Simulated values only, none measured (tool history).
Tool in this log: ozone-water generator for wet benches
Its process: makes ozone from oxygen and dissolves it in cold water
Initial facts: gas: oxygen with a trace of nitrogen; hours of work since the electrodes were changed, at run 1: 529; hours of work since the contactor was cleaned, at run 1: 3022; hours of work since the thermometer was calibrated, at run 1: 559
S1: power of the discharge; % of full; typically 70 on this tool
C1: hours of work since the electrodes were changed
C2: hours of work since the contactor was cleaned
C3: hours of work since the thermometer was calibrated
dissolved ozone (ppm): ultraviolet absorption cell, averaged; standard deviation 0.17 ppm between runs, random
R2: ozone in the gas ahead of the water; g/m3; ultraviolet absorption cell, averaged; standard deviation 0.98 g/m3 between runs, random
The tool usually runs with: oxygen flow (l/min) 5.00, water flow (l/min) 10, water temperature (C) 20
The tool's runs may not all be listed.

{"run": 1, "hour": 0.0, "S1": 70, "oxygen flow (l/min)": 5.0, "water flow (l/min)": 10, "water temperature (C)": 20, "C1": 529, "C2": 3022, "C3": 559, "dissolved ozone (ppm)": 22.8, "R2": 169.2}
{"run": 2, "hour": 14.4, "S1": 70, "oxygen flow (l/min)": 5.0, "water flow (l/min)": 10, "water temperature (C)": 20, "C1": 539, "C2": 3032, "C3": 569, "dissolved ozone (ppm)": 23.0, "R2": 169.0}
{"run": 3, "hour": 41.8, "S1": 70, "oxygen flow (l/min)": 5.0, "water flow (l/min)": 10, "water temperature (C)": 20, "C1": 557, "C2": 3050, "C3": 587, "dissolved ozone (ppm)": 22.7, "R2": 171.5}
{"run": 4, "hour": 73.4, "S1": 70, "oxygen flow (l/min)": 5.0, "water flow (l/min)": 10, "water temperature (C)": 20, "C1": 578, "C2": 3071, "C3": 608, "dissolved ozone (ppm)": 22.8, "R2": 170.4}
{"run": 5, "hour": 102.5, "S1": 70, "oxygen flow (l/min)": 5.0, "water flow (l/min)": 10, "water temperature (C)": 22, "C1": 598, "C2": 3090, "C3": 628, "dissolved ozone (ppm)": 22.1, "R2": 168.5}
{"run": 6, "hour": 132.6, "S1": 70, "oxygen flow (l/min)": 5.0, "water flow (l/min)": 10, "water temperature (C)": 22, "C1": 618, "C2": 3110, "C3": 648, "dissolved ozone (ppm)": 21.8, "R2": 168.2}
{"run": 7, "hour": 159.8, "S1": 70, "oxygen flow (l/min)": 5.0, "water flow (l/min)": 10, "water temperature (C)": 22, "C1": 636, "C2": 3129, "C3": 666, "dissolved ozone (ppm)": 21.9, "R2": 169.0}
{"run": 8, "hour": 183.6, "S1": 70, "oxygen flow (l/min)": 5.0, "water flow (l/min)": 10, "water temperature (C)": 22, "C1": 652, "C2": 3144, "C3": 682, "dissolved ozone (ppm)": 21.7, "R2": 168.3}
{"run": 9, "hour": 197.0, "S1": 70, "oxygen flow (l/min)": 5.0, "water flow (l/min)": 10, "water temperature (C)": 15, "C1": 661, "C2": 3153, "C3": 691, "dissolved ozone (ppm)": 25.2, "R2": 168.6}
{"run": 10, "hour": 212.7, "S1": 76, "oxygen flow (l/min)": 5.0, "water flow (l/min)": 7, "water temperature (C)": 18, "C1": 671, "C2": 3164, "C3": 701, "dissolved ozone (ppm)": 30.6, "R2": 179.5}
{"run": 11, "hour": 235.5, "S1": 72, "oxygen flow (l/min)": 5.0, "water flow (l/min)": 7, "water temperature (C)": 14, "C1": 686, "C2": 3179, "C3": 716, "dissolved ozone (ppm)": 32.4, "R2": 171.8}
{"hour": 238.2, "done": "water thermometer calibrated"}
{"run": 12, "hour": 268.4, "S1": 70, "oxygen flow (l/min)": 5.0, "water flow (l/min)": 14, "water temperature (C)": 20, "C1": 708, "C2": 3201, "C3": 20, "dissolved ozone (ppm)": 18.0, "R2": 168.5}
{"run": 13, "hour": 301.1, "S1": 70, "oxygen flow (l/min)": 5.42, "water flow (l/min)": 14, "water temperature (C)": 14, "C1": 730, "C2": 3222, "C3": 42, "dissolved ozone (ppm)": 20.1, "R2": 165.6}
{"run": 14, "hour": 330.7, "S1": 70, "oxygen flow (l/min)": 4.1, "water flow (l/min)": 7, "water temperature (C)": 21, "C1": 750, "C2": 3242, "C3": 62, "dissolved ozone (ppm)": 27.3, "R2": 179.4}
{"run": 15, "hour": 351.1, "S1": 66, "oxygen flow (l/min)": 3.97, "water flow (l/min)": 12, "water temperature (C)": 25, "C1": 763, "C2": 3256, "C3": 75, "dissolved ozone (ppm)": 17.2, "R2": 174.2}

3 options for the next run, each taken on its own from the tool as it stands now. Forecast them:
{"run": "A", "hour": 374.5, "S1": 66, "oxygen flow (l/min)": 7.98, "water flow (l/min)": 10, "water temperature (C)": 20, "C1": 779, "C2": 3271, "C3": 91, "dissolved ozone (ppm)": "?", "R2": "?"}
{"run": "B", "hour": 374.5, "S1": 42, "oxygen flow (l/min)": 3.17, "water flow (l/min)": 10, "water temperature (C)": 19, "C1": 779, "C2": 3271, "C3": 91, "dissolved ozone (ppm)": "?", "R2": "?"}
{"run": "C", "hour": 374.5, "S1": 87, "oxygen flow (l/min)": 2.58, "water flow (l/min)": 12, "water temperature (C)": 15, "C1": 779, "C2": 3271, "C3": 91, "dissolved ozone (ppm)": "?", "R2": "?"}

run=A dissolved_ozone_(ppm)=21.8 R2=139.3
run=B dissolved_ozone_(ppm)=15.2 R2=134.6
run=C dissolved_ozone_(ppm)=22.2 R2=242.4
The same runs, with their run-to-run variation unchanged, on a tool lacking any hidden condition would have given:
run=A dissolved_ozone_(ppm)=22.7 R2=139.9
run=B dissolved_ozone_(ppm)=15.8 R2=135.0
run=C dissolved_ozone_(ppm)=23.2 R2=243.8

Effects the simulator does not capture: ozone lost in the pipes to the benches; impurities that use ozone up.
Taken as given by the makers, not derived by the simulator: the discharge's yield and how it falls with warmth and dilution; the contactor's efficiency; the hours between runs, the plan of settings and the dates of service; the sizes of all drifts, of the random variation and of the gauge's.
